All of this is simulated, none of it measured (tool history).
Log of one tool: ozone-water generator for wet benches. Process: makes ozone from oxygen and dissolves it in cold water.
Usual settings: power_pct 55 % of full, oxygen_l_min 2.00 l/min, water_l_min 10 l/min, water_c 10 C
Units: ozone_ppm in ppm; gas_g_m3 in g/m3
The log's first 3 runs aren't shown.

run   hour  power_pct  oxygen_l_min  water_l_min  water_c  ozone_ppm  gas_g_m3
  4  125.5         55          2.00           10       10       14.3     138.0
  5  177.7         55          2.00           10       10       14.2     135.9
  6  213.0         55          2.00           10       10       14.1     136.7
  7  250.4         55          1.44           10       10       14.1     170.2
  8  280.8         55          2.00           14       10       10.6     137.6
  9  331.2         55          2.00            9       10       15.6     135.7
 10  360.0         55          2.00            9       10       15.3     138.7
 11  391.9         55          2.00           10       10       14.4     135.8
 12  427.8         41          2.00           10       10       11.5     108.9
 13  480.9         55          1.47           10       10       14.0     166.1
 14  543.9         55          1.68           10       10       13.9     153.8
 15  575.9         55          2.00           10       10       14.0     137.5
 16  635.6         60          2.00            9        8       16.7     146.9
 17  662.8         55          2.00           14       10       10.3     137.3
 18  703.5         69          2.00           14       10       12.5     162.5

Run 19 comes next. What will it give?
     710.4  -- contactor cleaned
 19  742.3         64          1.19           12       10          ?         ?

Run 19 gave ozone_ppm 12.5 ppm, gas_g_m3 215.2 g/m3.
Without the tool's hidden state the same run would have given ozone_ppm 13.6 ppm, gas_g_m3 218.4 g/m3.

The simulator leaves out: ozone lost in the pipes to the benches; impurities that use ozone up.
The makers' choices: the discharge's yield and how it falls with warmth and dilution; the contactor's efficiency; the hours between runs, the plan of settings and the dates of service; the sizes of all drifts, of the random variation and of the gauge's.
